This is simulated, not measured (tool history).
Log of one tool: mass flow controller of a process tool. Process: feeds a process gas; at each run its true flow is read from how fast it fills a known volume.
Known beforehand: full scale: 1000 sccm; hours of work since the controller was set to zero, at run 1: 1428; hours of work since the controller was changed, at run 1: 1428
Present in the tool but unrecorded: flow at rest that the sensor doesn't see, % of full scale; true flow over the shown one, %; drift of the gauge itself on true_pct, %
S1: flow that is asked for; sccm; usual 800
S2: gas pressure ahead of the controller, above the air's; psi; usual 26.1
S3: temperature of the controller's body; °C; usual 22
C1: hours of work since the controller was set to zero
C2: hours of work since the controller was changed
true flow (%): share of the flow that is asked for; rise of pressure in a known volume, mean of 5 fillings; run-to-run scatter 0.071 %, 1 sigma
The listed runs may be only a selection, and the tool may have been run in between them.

{"run": 1, "hour": 0.0, "S1": 800, "S2": 26.1, "S3": 22, "C1": 1428, "C2": 1428, "true flow (%)": 99.91}
{"run": 2, "hour": 97.9, "S1": 132, "S2": 26.1, "S3": 22, "C1": 1469, "C2": 1469, "true flow (%)": 98.15}
{"run": 3, "hour": 234.1, "S1": 800, "S2": 26.1, "S3": 21, "C1": 1525, "C2": 1525, "true flow (%)": 100.0}
{"run": 4, "hour": 369.8, "S1": 800, "S2": 26.1, "S3": 21, "C1": 1580, "C2": 1580, "true flow (%)": 100.13}
{"run": 5, "hour": 560.7, "S1": 613, "S2": 26.1, "S3": 21, "C1": 1659, "C2": 1659, "true flow (%)": 99.42}
{"run": 6, "hour": 645.5, "S1": 800, "S2": 26.1, "S3": 22, "C1": 1694, "C2": 1694, "true flow (%)": 99.74}
{"run": 7, "hour": 829.3, "S1": 800, "S2": 26.1, "S3": 22, "C1": 1769, "C2": 1769, "true flow (%)": 99.76}
{"run": 8, "hour": 923.9, "S1": 800, "S2": 26.1, "S3": 22, "C1": 1808, "C2": 1808, "true flow (%)": 99.81}
{"run": 9, "hour": 1002.8, "S1": 319, "S2": 26.1, "S3": 22, "C1": 1840, "C2": 1840, "true flow (%)": 98.45}
{"run": 10, "hour": 1168.0, "S1": 319, "S2": 26.1, "S3": 22, "C1": 1908, "C2": 1908, "true flow (%)": 98.55}
{"run": 11, "hour": 1342.5, "S1": 319, "S2": 26.1, "S3": 22, "C1": 1980, "C2": 1980, "true flow (%)": 98.24}
{"run": 12, "hour": 1423.1, "S1": 319, "S2": 26.1, "S3": 36, "C1": 2013, "C2": 2013, "true flow (%)": 96.96}
{"run": 13, "hour": 1567.2, "S1": 154, "S2": 26.1, "S3": 22, "C1": 2072, "C2": 2072, "true flow (%)": 97.99}
{"run": 14, "hour": 1721.5, "S1": 427, "S2": 34.1, "S3": 37, "C1": 2136, "C2": 2136, "true flow (%)": 96.56}
{"run": 15, "hour": 1845.6, "S1": 800, "S2": 26.1, "S3": 39, "C1": 2187, "C2": 2187, "true flow (%)": 97.8}
{"run": 16, "hour": 1932.6, "S1": 800, "S2": 26.1, "S3": 39, "C1": 2222, "C2": 2222, "true flow (%)": 97.65}
{"run": 17, "hour": 2054.8, "S1": 951, "S2": 26.1, "S3": 29, "C1": 2273, "C2": 2273, "true flow (%)": 99.22}
{"run": 18, "hour": 2174.2, "S1": 155, "S2": 26.1, "S3": 22, "C1": 2322, "C2": 2322, "true flow (%)": 97.64}
{"run": 19, "hour": 2258.8, "S1": 155, "S2": 26.1, "S3": 22, "C1": 2356, "C2": 2356, "true flow (%)": 97.83}
{"run": 20, "hour": 2431.4, "S1": 155, "S2": 26.1, "S3": 22, "C1": 2427, "C2": 2427, "true flow (%)": 97.74}
{"run": 21, "hour": 2616.8, "S1": 155, "S2": 26.1, "S3": 22, "C1": 2504, "C2": 2504, "true flow (%)": 97.63}
{"run": 22, "hour": 2783.9, "S1": 357, "S2": 36.5, "S3": 36, "C1": 2572, "C2": 2572, "true flow (%)": 96.16}
{"run": 23, "hour": 2862.4, "S1": 469, "S2": 26.1, "S3": 22, "C1": 2604, "C2": 2604, "true flow (%)": 98.37}
{"run": 24, "hour": 3012.4, "S1": 262, "S2": 40.2, "S3": 38, "C1": 2666, "C2": 2666, "true flow (%)": 95.37}
{"run": 25, "hour": 3151.8, "S1": 261, "S2": 26.1, "S3": 28, "C1": 2723, "C2": 2723, "true flow (%)": 97.22}

For each run, the measured value with the value that run would have given without the tool's hidden condition subtracted. The run-to-run variation is shared by both, the gauge scatter possibly not:
run=1 true_flow_(%)=-0.01
run=2 true_flow_(%)=-0.03
run=3 true_flow_(%)=-0.06
run=4 true_flow_(%)=-0.08
run=5 true_flow_(%)=-0.13
run=6 true_flow_(%)=-0.15
run=7 true_flow_(%)=-0.19
run=8 true_flow_(%)=-0.21
run=9 true_flow_(%)=-0.22
run=10 true_flow_(%)=-0.26
run=11 true_flow_(%)=-0.30
run=12 true_flow_(%)=-0.32
run=13 true_flow_(%)=-0.35
run=14 true_flow_(%)=-0.38
run=15 true_flow_(%)=-0.41
run=16 true_flow_(%)=-0.42
run=17 true_flow_(%)=-0.46
run=18 true_flow_(%)=-0.49
run=19 true_flow_(%)=-0.50
run=20 true_flow_(%)=-0.54
run=21 true_flow_(%)=-0.58
run=22 true_flow_(%)=-0.60
run=23 true_flow_(%)=-0.63
run=24 true_flow_(%)=-0.65
run=25 true_flow_(%)=-0.69
